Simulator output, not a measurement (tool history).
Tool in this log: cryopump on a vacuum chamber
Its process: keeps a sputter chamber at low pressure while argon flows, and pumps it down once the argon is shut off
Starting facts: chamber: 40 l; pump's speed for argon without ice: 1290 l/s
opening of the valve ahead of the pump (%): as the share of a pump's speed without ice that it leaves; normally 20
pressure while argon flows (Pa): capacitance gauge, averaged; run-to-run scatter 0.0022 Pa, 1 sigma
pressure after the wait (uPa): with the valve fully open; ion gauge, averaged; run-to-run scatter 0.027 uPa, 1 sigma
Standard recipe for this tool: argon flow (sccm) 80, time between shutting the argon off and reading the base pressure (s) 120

run   hour  argon flow (sccm)  time between shutting the argon off and reading the base pressure (s)  opening of the valve ahead of the pump (%)  pressure while argon flows (Pa)  pressure after the wait (uPa)
  1      0                 80                                                                    120                                          20                           0.5278                           1.71
  2   12.3                 80                                                                    120                                          20                           0.5313                           1.79
  3   28.7                 80                                                                    120                                          20                           0.5284                           1.67
  4   41.2                 80                                                                    120                                          20                           0.5308                           1.67
  5   53.3                 80                                                                    120                                          20                           0.5313                           1.73
  6     64                 80                                                                    120                                          20                            0.535                           1.75
  7   86.2                 80                                                                    120                                          20                           0.5328                           1.74
  8    105                 80                                                                    120                                          20                           0.5362                           1.78
  9  115.6                 80                                                                    120                                          20                           0.5394                           1.77
 10  129.3                 80                                                                    120                                          20                            0.541                           1.82
 11  141.4                 80                                                                    120                                          20                            0.537                           1.73
 12  158.6                 80                                                                    120                                          20                           0.5396                           1.73
 13  174.9                 80                                                                    120                                          20                           0.5395                           1.82
 14  188.3                 80                                                                     26                                          20                           0.5368                           5.28
 15    208                 80                                                                     26                                          20                           0.5441                           5.34
 16  225.7                 80                                                                     26                                          20                           0.5433                           5.31
 17  238.6                 80                                                                     26                                          20                           0.5437                           5.42
 18  252.3                158                                                                    220                                          20                           1.0788                           1.47
 19  274.3                158                                                                    138                                          41                           0.5506                           1.75
 20  285.6                 54                                                                     42                                          20                           0.3717                           3.79
 21  295.8                 80                                                                     41                                          20                           0.5555                           3.78
 22  317.1                 80                                                                     41                                          20                            0.549                           3.79
 23  330.5                 80                                                                     41                                          20                           0.5516                           3.87
 24    346                 39                                                                    101                                          42                           0.1357                           2.15
 25  361.8                 33                                                                     26                                          42                           0.1175                           5.46
 26  378.5                142                                                                    120                                          20                           0.9918                           1.96
 27  396.6                 80                                                                     53                                          20                           0.5603                            3.2
 28  416.9                 80                                                                     53                                          20                            0.559                            3.1
 29  436.8                130                                                                    177                                          24                           0.7718                            1.7
 30  448.7                130                                                                    177                                          24                           0.7715                           1.73
 31  461.6                130                                                                     57                                          37                            0.525                           3.08
 32  474.4                 80                                                                     69                                          31                           0.3806                            2.7
 33    490                 80                                                                     69                                          31                           0.3819                           2.83
 34    506                 80                                                                     69                                          31                           0.3792                           2.79

Same runs, no hidden state in the tool, same run-to-run variation:
Unlogged tool condition in this case: pump's speed, % of a pump's without ice; cold plate's temperature, K; leak into the chamber, uPa l/s; drift of the gauge itself on working_pa, %; drift of the gauge itself on base_upa, %.
run  pressure while argon flows (Pa)  pressure after the wait (uPa)
  1                           0.5228                            1.2
  2                           0.5257                           1.27
  3                           0.5219                           1.16
  4                           0.5235                           1.15
  5                           0.5233                           1.19
  6                           0.5262                           1.21
  7                           0.5226                           1.18
  8                           0.5247                            1.2
  9                           0.5272                            1.2
 10                           0.5279                           1.24
 11                           0.5232                           1.15
 12                           0.5246                           1.14
 13                           0.5235                           1.21
 14                           0.5199                           4.66
 15                           0.5256                            4.7
 16                           0.5236                           4.66
 17                            0.523                           4.76
 18                           1.0357                           0.79
 19                           0.5043                           1.06
 20                           0.3552                           3.08
 21                             0.53                           3.08
 22                           0.5222                           3.07
 23                           0.5235                           3.13
 24                           0.1214                            1.4
 25                           0.1047                            4.7
 26                           0.9338                           1.19
 27                            0.526                           2.41
 28                           0.5232                           2.33
 29                           0.7102                           0.89
 30                           0.7083                           0.88
 31                           0.4595                           2.24
 32                           0.3388                           1.87
 33                           0.3387                           1.95
 34                           0.3348                           1.91
